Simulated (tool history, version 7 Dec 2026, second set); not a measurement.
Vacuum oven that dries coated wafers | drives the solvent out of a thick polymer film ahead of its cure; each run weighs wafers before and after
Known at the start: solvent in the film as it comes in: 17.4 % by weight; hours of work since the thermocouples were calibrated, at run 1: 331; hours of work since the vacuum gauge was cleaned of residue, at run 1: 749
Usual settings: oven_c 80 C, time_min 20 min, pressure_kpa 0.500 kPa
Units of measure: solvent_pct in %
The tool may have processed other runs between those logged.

run   hour  oven_c  time_min  pressure_kpa  hours of work since the thermocouples were calibrated  hours of work since the vacuum gauge was cleaned of residue  solvent_pct
  1    0.0      80        20         0.500                                                    331                                                          749         0.66
  2   31.6      80        20         0.500                                                    353                                                          772         0.65
  3   54.0      80        20         0.500                                                    369                                                          788         0.60
  4   88.3      89        20         0.500                                                    393                                                          812         0.21
  5  105.0      89        20         0.500                                                    405                                                          823         0.18
  6  131.1      89        20         0.500                                                    423                                                          842         0.14
  7  150.3      89        20         0.500                                                    437                                                          855         0.15
  8  182.1      89        20         0.500                                                    459                                                          878         0.17
  9  206.8      89        20         0.500                                                    477                                                          895         0.14
 10  222.3      80        20         0.500                                                    487                                                          906         0.64
 11  253.7      80        20         0.500                                                    510                                                          928         0.58
 12  284.3      80        20         0.500                                                    531                                                          950         0.64
 13  302.5      80        20         0.500                                                    544                                                          963         0.63
     307.0  -- oven's thermocouples calibrated
 14  341.7      80        20         0.500                                                     24                                                          989         0.48
 15  359.5      80        20         0.500                                                     37                                                         1002         0.57
     367.4  -- oven's thermocouples calibrated, once more
 16  395.6      71        10         1.759                                                     20                                                         1025         6.57
 17  421.0      71        10         1.759                                                     38                                                         1043         6.71
 18  446.7      90        13         0.500                                                     56                                                         1062         0.39
 19  484.9      90        13         0.500                                                     83                                                         1088         0.41
 20  517.1      80        27         0.594                                                    106                                                         1111         0.48
 21  547.2      80        27         0.594                                                    127                                                         1132         0.37
 22  567.4      80        27         0.594                                                    141                                                         1147         0.48
 23  600.8      80        20         0.630                                                    165                                                         1170         0.77
 24  630.6      76        20         0.630                                                    186                                                         1191         1.49
 25  652.0      94        10         0.500                                                    201                                                         1206         0.38
 26  671.4      72        17         0.949                                                    214                                                         1220         3.22
 27  696.2      80        24         0.495                                                    232                                                         1237         0.55

Forecast each of these 4 alternatives for the next run:
  A  733.7      88        21         1.349                                                    258                                                         1264            ?
  B  733.7      69        24         0.495                                                    258                                                         1264            ?
  C  733.7      84        29         0.289                                                    258                                                         1264            ?
  D  733.7      80        24         0.495                                                    258                                                         1264            ?

run  solvent_pct
  A         0.46
  B         2.65
  C         0.25
  D         0.47
Without the tool's unlogged condition, the same runs would have read:
run  solvent_pct
  A         0.39
  B         2.66
  C         0.16
  D         0.40
